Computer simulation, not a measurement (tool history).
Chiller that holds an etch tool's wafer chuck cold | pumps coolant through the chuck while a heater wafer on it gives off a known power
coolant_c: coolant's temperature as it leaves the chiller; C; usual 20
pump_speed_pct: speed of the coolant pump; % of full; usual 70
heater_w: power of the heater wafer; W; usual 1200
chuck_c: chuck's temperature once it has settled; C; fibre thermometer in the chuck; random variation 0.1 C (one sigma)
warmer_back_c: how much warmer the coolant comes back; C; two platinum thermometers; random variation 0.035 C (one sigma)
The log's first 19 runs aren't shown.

run	hour	coolant_c	pump_speed_pct	heater_w	hours since the coolant was changed and the channels were flushed	hours since the pump was overhauled	hours since the chiller's thermometer was calibrated	chuck_c	warmer_back_c
20	1464.8	18	68	1081	3704	4522	3304	31.8	5.5
21	1562.3	18	68	1081	3801	4619	3402	31.5	5.39
22	1665.2	20	68	1416	3904	4722	3505	38	7.13
# hour 1727.6: coolant changed, channels flushed
23	1748	20	62	1104	20	4799	3581	35.2	6.08
24	1796.5	20	70	890	69	4847	3630	31.1	4.36
25	1876.2	17	70	1149	149	4927	3710	31.1	5.56
26	1950.8	17	70	1149	223	5002	3784	31.2	5.57
27	2054.6	17	70	1149	327	5106	3888	31.3	5.58
28	2099.6	17	70	1149	372	5151	3933	31.1	5.63
29	2196.8	20	68	1200	469	5248	4030	35.2	5.98
30	2264.7	20	70	926	537	5316	4098	31.4	4.57

3 ways to go on from here, each from the tool as it stands after run 30. What would each give?
# hour 2279.4: chiller's thermometer calibrated
A	2333.5	26	78	1200	605	5383	54	?	?
# hour 2279.4: chiller's thermometer calibrated
B	2333.5	12	69	1098	605	5383	54	?	?
# hour 2279.4: chiller's thermometer calibrated
C	2333.5	11	66	1450	605	5383	54	?	?

run	chuck_c	warmer_back_c
A	39.5	5.21
B	25.6	5.44
C	30	7.51
Without the tool's hidden state the same runs would have given:
run	chuck_c	warmer_back_c
A	39.5	5.21
B	25.6	5.43
C	30	7.51
